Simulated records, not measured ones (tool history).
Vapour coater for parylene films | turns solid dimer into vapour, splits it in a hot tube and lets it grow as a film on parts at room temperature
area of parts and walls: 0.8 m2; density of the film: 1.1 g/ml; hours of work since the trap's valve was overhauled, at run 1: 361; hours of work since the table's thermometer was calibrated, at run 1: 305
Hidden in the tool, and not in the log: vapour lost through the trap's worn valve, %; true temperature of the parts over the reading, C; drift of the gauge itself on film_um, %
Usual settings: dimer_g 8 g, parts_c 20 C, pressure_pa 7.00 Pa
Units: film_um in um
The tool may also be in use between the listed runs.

run	hour	dimer_g	parts_c	pressure_pa	hours of work since the trap's valve was overhauled	hours of work since the table's thermometer was calibrated	film_um
1	0.0	8	20	7.00	361	305	5.61
2	24.6	8	20	7.00	372	316	5.72
# hour 41.9: trap's valve overhauled
3	68.0	8	26	7.00	11	333	5.15
4	91.1	8	20	7.00	22	343	6.21
5	136.2	8	20	7.00	42	363	6.25
6	181.0	8	20	7.00	61	383	6.15
7	214.4	8	20	7.00	76	397	6.13
8	241.1	8	20	7.00	88	409	6.08
9	271.7	8	20	7.00	101	423	6.00
10	305.9	8	20	9.43	116	438	5.92
11	345.6	8	20	7.08	134	455	6.05
12	373.9	8	20	3.68	146	468	6.19
13	409.3	8	30	7.00	162	483	4.29
14	456.2	8	30	7.00	182	504	4.33
15	480.3	8	30	7.00	193	515	4.25
16	517.0	8	30	7.00	209	531	4.28
17	546.3	12	20	7.00	222	544	8.87
18	573.4	12	20	7.00	234	556	8.64
19	604.5	11	20	7.00	248	569	8.10
20	629.4	11	20	7.00	259	580	7.92
21	658.0	8	20	7.00	271	593	5.67
22	681.3	8	20	7.00	281	603	5.68
23	723.7	8	20	7.00	300	622	5.71
24	745.8	8	20	7.58	310	631	5.54
25	765.8	8	20	7.58	319	640	5.58
26	801.9	8	18	5.91	335	656	6.09
27	845.6	8	18	5.91	354	675	5.96
28	866.4	8	18	5.91	363	684	6.07
# hour 902.6: trap's valve overhauled
29	917.9	8	14	9.21	7	705	7.33
30	946.9	8	20	2.13	19	718	6.54
31	983.0	8	20	10.86	35	734	5.93
32	1005.2	5	20	5.82	45	744	3.81
33	1032.7	8	29	7.00	57	756	4.49
34	1074.6	8	29	7.00	76	774	4.53
35	1117.0	4	26	7.42	94	793	2.46
36	1138.5	9	20	11.74	104	803	6.56
37	1174.9	11	13	9.98	120	819	9.93
38	1210.0	7	29	10.58	135	834	3.73
# hour 1220.8: table's thermometer calibrated
39	1233.9	3	20	8.40	145	6	2.24
40	1270.7	3	20	8.40	162	22	2.24
41	1295.9	6	20	4.71	173	33	4.63
42	1331.0	6	20	4.71	188	48	4.67
43	1355.9	6	15	5.59	199	59	5.28
44	1378.2	6	15	2.27	209	69	5.64
45	1412.2	6	26	4.60	224	84	3.78
46	1448.6	5	15	7.00	240	100	4.28
47	1489.6	6	15	5.21	258	118	5.26

Some steps in film_um between neighbouring runs. How much of each would the tool show without its hidden state too (settings, what came in, random variation), and how much is left for the hidden state, with any gauge scatter that isn't in both results?
Run 2 -> 3: parts_c 20 -> 26, trap's valve overhauled. film_um -0.57 um: hidden state +0.63, all else -1.20.
Run 16 -> 17: dimer_g 8 -> 12, parts_c 30 -> 20. film_um +4.59 um: hidden state -0.43, all else +5.02.
Run 28 -> 29: parts_c 18 -> 14, pressure_pa 5.91 -> 9.21, trap's valve overhauled. film_um +1.26 um: hidden state +0.56, all else +0.70.
Run 35 -> 36: dimer_g 4 -> 9, parts_c 26 -> 20, pressure_pa 7.42 -> 11.74. film_um +4.10 um: hidden state -0.29, all else +4.39.
Run 37 -> 38: dimer_g 11 -> 7, parts_c 13 -> 29, pressure_pa 9.98 -> 10.58. film_um -6.20 um: hidden state +0.46, all else -6.66.
